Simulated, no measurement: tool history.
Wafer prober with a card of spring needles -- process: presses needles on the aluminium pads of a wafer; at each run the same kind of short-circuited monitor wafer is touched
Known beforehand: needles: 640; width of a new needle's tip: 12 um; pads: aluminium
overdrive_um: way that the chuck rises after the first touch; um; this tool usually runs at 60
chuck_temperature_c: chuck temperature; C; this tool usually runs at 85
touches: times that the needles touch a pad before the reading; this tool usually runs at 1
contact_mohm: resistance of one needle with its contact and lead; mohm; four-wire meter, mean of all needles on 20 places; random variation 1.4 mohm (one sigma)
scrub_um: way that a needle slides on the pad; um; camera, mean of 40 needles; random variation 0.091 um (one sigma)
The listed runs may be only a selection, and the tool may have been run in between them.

run   hour  overdrive_um  chuck_temperature_c  touches  contact_mohm  scrub_um
  1    0.0            60                   85        1           123     16.63
       6.7  -- tips cleaned on abrasive film
  2   14.6            60                   85        1           122     16.52
      24.6  -- tips cleaned on abrasive film
  3   26.2            60                   85        1           122     16.65
  4   35.6            60                   85        1           121     16.63
      42.0  -- tips cleaned on abrasive film
  5   43.7            77                   85        1           119     21.35
  6   52.8            60                   85        2           122     16.67
      59.1  -- tips cleaned on abrasive film
  7   62.1            60                   85        1           120     16.62
  8   72.7            60                   85        1           120     16.49
      76.1  -- tips cleaned on abrasive film
  9   82.5            60                   85        1           121     16.68
 10   89.8            60                   85        3           122     16.69
      93.3  -- tips cleaned on abrasive film
 11  104.0            53                   85        3           123     14.73
     110.9  -- tips cleaned on abrasive film
 12  119.9            60                   40        1           116     16.67
 13  127.4            60                   40        1           114     16.73
     128.8  -- tips cleaned on abrasive film
 14  137.6            60                   40        1           114     16.60
     145.9  -- tips cleaned on abrasive film
 15  153.1            60                   85        1           120     16.47
     163.7  -- tips cleaned on abrasive film
 16  165.7            60                   85        1           120     16.47
 17  173.7            60                   85        1           122     16.54
     180.6  -- tips cleaned on abrasive film
 18  187.9            60                   85        1           120     16.55
     197.7  -- tips cleaned on abrasive film
 19  203.0            55                   85        1           122     15.16
     215.3  -- tips cleaned on abrasive film
 20  215.3            73                   56        2           115     20.18
 21  230.0            60                   85        1           122     16.58
     233.4  -- tips cleaned on abrasive film
 22  238.4            60                   85        1           121     16.52
 23  245.1            51                   46        1           117     14.05
     251.0  -- tips cleaned on abrasive film
 24  261.4            51                   29        2           117     14.19
     268.3  -- tips cleaned on abrasive film
 25  274.3            52                   82        1           124     14.44
 26  281.4            72                   33        2           114     19.83
     285.5  -- tips cleaned on abrasive film
 27  291.3            72                   33        2           110     19.95
 28  298.0            51                   69        3           121     14.03
     302.7  -- tips cleaned on abrasive film
 29  307.1            51                   69        3           121     14.24
 30  317.9            47                   70        2           121     12.95
     319.5  -- tips cleaned on abrasive film
 31  333.7            47                   70        2           122     12.99
     337.3  -- tips cleaned on abrasive film
 32  342.0            45                  106        1           128     12.30
     354.7  -- tips cleaned on abrasive film
 33  354.7            60                   85        1           123     16.47

Here are 4 independent what-if runs from the current tool condition. What would each one return?
  A  362.8            68                   85        1             ?         ?
  B  362.8            51                  107        1             ?         ?
  C  362.8            46                   85        1             ?         ?
  D  362.8            49                   41        2             ?         ?

run  contact_mohm  scrub_um
  A           122     18.62
  B           124     14.00
  C           124     12.73
  D           120     13.50
What these runs would have given with no unlogged condition in the tool:
run  contact_mohm  scrub_um
  A           122     18.63
  B           123     14.01
  C           123     12.74
  D           120     13.51
